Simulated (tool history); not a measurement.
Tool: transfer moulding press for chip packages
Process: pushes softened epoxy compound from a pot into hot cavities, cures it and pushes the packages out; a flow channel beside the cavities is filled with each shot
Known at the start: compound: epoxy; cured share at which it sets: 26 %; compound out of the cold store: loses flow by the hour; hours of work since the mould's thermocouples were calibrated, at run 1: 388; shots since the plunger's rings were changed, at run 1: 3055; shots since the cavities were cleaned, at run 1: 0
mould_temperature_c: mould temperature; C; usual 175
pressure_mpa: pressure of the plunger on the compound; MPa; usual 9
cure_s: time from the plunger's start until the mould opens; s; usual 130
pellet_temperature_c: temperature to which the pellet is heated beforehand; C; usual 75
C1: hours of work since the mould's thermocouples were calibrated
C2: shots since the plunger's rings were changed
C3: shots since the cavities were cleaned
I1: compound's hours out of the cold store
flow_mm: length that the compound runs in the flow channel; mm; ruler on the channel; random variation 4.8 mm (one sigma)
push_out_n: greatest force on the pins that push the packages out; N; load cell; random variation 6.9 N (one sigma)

run 1 day=0 | mould_temperature_c=175 pressure_mpa=9 cure_s=130 pellet_temperature_c=75 | C1=388 C2=3055 C3=0 | I1=9.5 | flow_mm=522 push_out_n=269
run 2 day=1.325 | mould_temperature_c=175 pressure_mpa=9 cure_s=130 pellet_temperature_c=75 | C1=409 C2=3358 C3=303 | I1=26.1 | flow_mm=479 push_out_n=362
-- day=2.208 cavities cleaned with cleaning compound and waxed
run 3 day=2.479 | mould_temperature_c=175 pressure_mpa=7.34 cure_s=130 pellet_temperature_c=75 | C1=426 C2=3608 C3=62 | I1=25.7 | flow_mm=433 push_out_n=496
run 4 day=3.662 | mould_temperature_c=175 pressure_mpa=9 cure_s=130 pellet_temperature_c=76 | C1=444 C2=3878 C3=332 | I1=39.2 | flow_mm=439 push_out_n=503
-- day=4.442 cavities cleaned with cleaning compound and waxed
run 5 day=5.017 | mould_temperature_c=175 pressure_mpa=9 cure_s=130 pellet_temperature_c=75 | C1=464 C2=4172 C3=131 | I1=36.7 | flow_mm=450 push_out_n=338
run 6 day=6.358 | mould_temperature_c=175 pressure_mpa=7.18 cure_s=130 pellet_temperature_c=75 | C1=485 C2=4479 C3=438 | I1=16 | flow_mm=451 push_out_n=402
-- day=6.646 cavities cleaned with cleaning compound and waxed
run 7 day=7.85 | mould_temperature_c=175 pressure_mpa=8.31 cure_s=130 pellet_temperature_c=75 | C1=508 C2=4806 C3=276 | I1=32.2 | flow_mm=437 push_out_n=368
-- day=8.921 cavities cleaned with cleaning compound and waxed
run 8 day=8.925 | mould_temperature_c=175 pressure_mpa=8.31 cure_s=130 pellet_temperature_c=75 | C1=524 C2=5037 C3=2 | I1=32.5 | flow_mm=434 push_out_n=282
run 9 day=9.771 | mould_temperature_c=175 pressure_mpa=8.31 cure_s=130 pellet_temperature_c=75 | C1=537 C2=5230 C3=195 | I1=10.3 | flow_mm=491 push_out_n=346
-- day=10.904 cavities cleaned with cleaning compound and waxed, once more
run 10 day=10.904 | mould_temperature_c=175 pressure_mpa=8.31 cure_s=130 pellet_temperature_c=75 | C1=554 C2=5474 C3=0 | I1=21.6 | flow_mm=450 push_out_n=291
run 11 day=11.788 | mould_temperature_c=175 pressure_mpa=8.31 cure_s=130 pellet_temperature_c=75 | C1=567 C2=5675 C3=201 | I1=45.3 | flow_mm=399 push_out_n=359
run 12 day=12.454 | mould_temperature_c=175 pressure_mpa=9 cure_s=130 pellet_temperature_c=71 | C1=578 C2=5828 C3=354 | I1=18 | flow_mm=468 push_out_n=382
-- day=13.158 cavities cleaned with cleaning compound and waxed
run 13 day=13.821 | mould_temperature_c=175 pressure_mpa=9 cure_s=130 pellet_temperature_c=71 | C1=598 C2=6126 C3=152 | I1=15.3 | flow_mm=482 push_out_n=338
run 14 day=14.771 | mould_temperature_c=175 pressure_mpa=9 cure_s=130 pellet_temperature_c=75 | C1=613 C2=6343 C3=369 | I1=12.5 | flow_mm=478 push_out_n=385
-- day=15.354 cavities cleaned with cleaning compound and waxed
run 15 day=15.888 | mould_temperature_c=175 pressure_mpa=10.56 cure_s=130 pellet_temperature_c=75 | C1=630 C2=6584 C3=122 | I1=41.8 | flow_mm=452 push_out_n=315
run 16 day=16.567 | mould_temperature_c=172 pressure_mpa=8.98 cure_s=130 pellet_temperature_c=75 | C1=640 C2=6738 C3=276 | I1=43.9 | flow_mm=412 push_out_n=402
-- day=17.258 plunger's sealing rings changed
-- day=17.638 cavities cleaned with cleaning compound and waxed
run 17 day=17.667 | mould_temperature_c=175 pressure_mpa=9 cure_s=164 pellet_temperature_c=75 | C1=655 C2=79 C3=7 | I1=35.7 | flow_mm=482 push_out_n=285
run 18 day=18.962 | mould_temperature_c=175 pressure_mpa=9 cure_s=164 pellet_temperature_c=75 | C1=675 C2=374 C3=302 | I1=17.7 | flow_mm=539 push_out_n=343
-- day=19.825 cavities cleaned with cleaning compound and waxed
run 19 day=20.321 | mould_temperature_c=175 pressure_mpa=9 cure_s=164 pellet_temperature_c=75 | C1=695 C2=670 C3=113 | I1=31.4 | flow_mm=493 push_out_n=306
run 20 day=21.721 | mould_temperature_c=179 pressure_mpa=10.31 cure_s=130 pellet_temperature_c=75 | C1=717 C2=990 C3=433 | I1=35.8 | flow_mm=515 push_out_n=385
-- day=22.012 cavities cleaned with cleaning compound and waxed
run 21 day=22.925 | mould_temperature_c=175 pressure_mpa=9.23 cure_s=130 pellet_temperature_c=75 | C1=735 C2=1251 C3=209 | I1=13.7 | flow_mm=537 push_out_n=365
run 22 day=23.571 | mould_temperature_c=175 pressure_mpa=9.23 cure_s=130 pellet_temperature_c=75 | C1=745 C2=1398 C3=356 | I1=10.3 | flow_mm=550 push_out_n=386
-- day=24.233 cavities cleaned with cleaning compound and waxed
run 23 day=24.438 | mould_temperature_c=175 pressure_mpa=9.23 cure_s=130 pellet_temperature_c=75 | C1=758 C2=1581 C3=46 | I1=28.4 | flow_mm=497 push_out_n=305
-- day=24.725 mould's thermocouples calibrated
run 24 day=25.433 | mould_temperature_c=182 pressure_mpa=9.91 cure_s=114 pellet_temperature_c=75 | C1=11 C2=1790 C3=255 | I1=43.8 | flow_mm=469 push_out_n=356
-- day=26.508 cavities cleaned with cleaning compound and waxed
run 25 day=26.633 | mould_temperature_c=182 pressure_mpa=9.91 cure_s=114 pellet_temperature_c=75 | C1=29 C2=2050 C3=28 | I1=41.4 | flow_mm=475 push_out_n=294
run 26 day=27.421 | mould_temperature_c=182 pressure_mpa=9.91 cure_s=114 pellet_temperature_c=75 | C1=41 C2=2230 C3=208 | I1=12.7 | flow_mm=536 push_out_n=346
run 27 day=28.071 | mould_temperature_c=174 pressure_mpa=9 cure_s=130 pellet_temperature_c=75 | C1=51 C2=2378 C3=356 | I1=10.2 | flow_mm=529 push_out_n=406
-- day=28.679 cavities cleaned with cleaning compound and waxed
run 28 day=29.375 | mould_temperature_c=174 pressure_mpa=9.81 cure_s=129 pellet_temperature_c=75 | C1=71 C2=2662 C3=160 | I1=38.6 | flow_mm=472 push_out_n=327

Forecast each of these 4 alternatives for the next run:
run A day=30.104 | mould_temperature_c=182 pressure_mpa=8.7 cure_s=129 pellet_temperature_c=68 | C1=82 C2=2828 C3=326 | I1=10.9 | flow_mm=? push_out_n=?
run B day=30.104 | mould_temperature_c=172 pressure_mpa=9 cure_s=130 pellet_temperature_c=72 | C1=82 C2=2828 C3=326 | I1=46.1 | flow_mm=? push_out_n=?
run C day=30.104 | mould_temperature_c=175 pressure_mpa=9.97 cure_s=130 pellet_temperature_c=75 | C1=82 C2=2828 C3=326 | I1=14.3 | flow_mm=? push_out_n=?
run D day=30.104 | mould_temperature_c=180 pressure_mpa=8.12 cure_s=130 pellet_temperature_c=75 | C1=82 C2=2828 C3=326 | I1=15.8 | flow_mm=? push_out_n=?

run=A flow_mm=508 push_out_n=381
run=B flow_mm=446 push_out_n=395
run=C flow_mm=547 push_out_n=383
run=D flow_mm=480 push_out_n=359
Without the tool's hidden state the same runs would have given:
run=A flow_mm=538 push_out_n=282
run=B flow_mm=473 push_out_n=290
run=C flow_mm=580 push_out_n=280
run=D flow_mm=509 push_out_n=264
